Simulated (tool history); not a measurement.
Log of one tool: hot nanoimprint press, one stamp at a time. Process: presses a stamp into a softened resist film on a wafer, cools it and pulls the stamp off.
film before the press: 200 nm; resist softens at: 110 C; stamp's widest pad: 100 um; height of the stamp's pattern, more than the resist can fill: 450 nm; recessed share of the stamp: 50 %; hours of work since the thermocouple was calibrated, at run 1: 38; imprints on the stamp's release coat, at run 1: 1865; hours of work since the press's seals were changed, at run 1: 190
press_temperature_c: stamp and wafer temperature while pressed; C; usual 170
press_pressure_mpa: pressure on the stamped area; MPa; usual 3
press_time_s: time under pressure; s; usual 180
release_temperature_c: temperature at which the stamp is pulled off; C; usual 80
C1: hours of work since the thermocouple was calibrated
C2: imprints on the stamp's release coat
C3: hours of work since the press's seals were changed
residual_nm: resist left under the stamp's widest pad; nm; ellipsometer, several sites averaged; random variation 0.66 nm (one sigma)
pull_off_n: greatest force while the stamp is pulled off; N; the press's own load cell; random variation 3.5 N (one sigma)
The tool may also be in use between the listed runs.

run 1 hour=0 | press_temperature_c=170 press_pressure_mpa=3 press_time_s=180 release_temperature_c=80 | C1=38 C2=1865 C3=190 | residual_nm=71.6 pull_off_n=168
run 2 hour=20.4 | press_temperature_c=170 press_pressure_mpa=3 press_time_s=180 release_temperature_c=80 | C1=53 C2=1918 C3=205 | residual_nm=72.8 pull_off_n=169
run 3 hour=34.8 | press_temperature_c=170 press_pressure_mpa=3 press_time_s=180 release_temperature_c=80 | C1=64 C2=1956 C3=216 | residual_nm=71.8 pull_off_n=176
run 4 hour=52 | press_temperature_c=170 press_pressure_mpa=3 press_time_s=180 release_temperature_c=79 | C1=77 C2=2001 C3=229 | residual_nm=72.2 pull_off_n=179
run 5 hour=75.2 | press_temperature_c=170 press_pressure_mpa=3 press_time_s=180 release_temperature_c=80 | C1=95 C2=2062 C3=247 | residual_nm=71.7 pull_off_n=171
run 6 hour=91.5 | press_temperature_c=170 press_pressure_mpa=3 press_time_s=180 release_temperature_c=80 | C1=107 C2=2104 C3=259 | residual_nm=71.5 pull_off_n=178
run 7 hour=113.9 | press_temperature_c=170 press_pressure_mpa=3 press_time_s=180 release_temperature_c=80 | C1=125 C2=2163 C3=277 | residual_nm=72.6 pull_off_n=165
run 8 hour=132 | press_temperature_c=170 press_pressure_mpa=3 press_time_s=180 release_temperature_c=80 | C1=138 C2=2211 C3=290 | residual_nm=71.7 pull_off_n=170
run 9 hour=147.8 | press_temperature_c=170 press_pressure_mpa=3 press_time_s=180 release_temperature_c=80 | C1=150 C2=2252 C3=302 | residual_nm=73 pull_off_n=171
run 10 hour=164.2 | press_temperature_c=170 press_pressure_mpa=3 press_time_s=180 release_temperature_c=80 | C1=163 C2=2295 C3=315 | residual_nm=72.1 pull_off_n=176
run 11 hour=175.8 | press_temperature_c=170 press_pressure_mpa=3 press_time_s=180 release_temperature_c=80 | C1=172 C2=2326 C3=324 | residual_nm=71.3 pull_off_n=166
-- hour=183.7 stamp cleaned and given a new release coat
run 12 hour=192.6 | press_temperature_c=170 press_pressure_mpa=4.27 press_time_s=97 release_temperature_c=80 | C1=180 C2=23 C3=332 | residual_nm=73.9 pull_off_n=171
run 13 hour=206.6 | press_temperature_c=166 press_pressure_mpa=3 press_time_s=103 release_temperature_c=74 | C1=191 C2=60 C3=343 | residual_nm=108.1 pull_off_n=183

The next listed run, before its measurement:
run 14 hour=228.2 | press_temperature_c=166 press_pressure_mpa=3 press_time_s=103 release_temperature_c=74 | C1=207 C2=116 C3=359 | residual_nm=? pull_off_n=?

{"run 14": {"residual_nm": 107.5, "pull_off_n": 185}}
Without the tool's hidden state the same run would have given residual_nm 107.5 nm, pull_off_n 185 N.
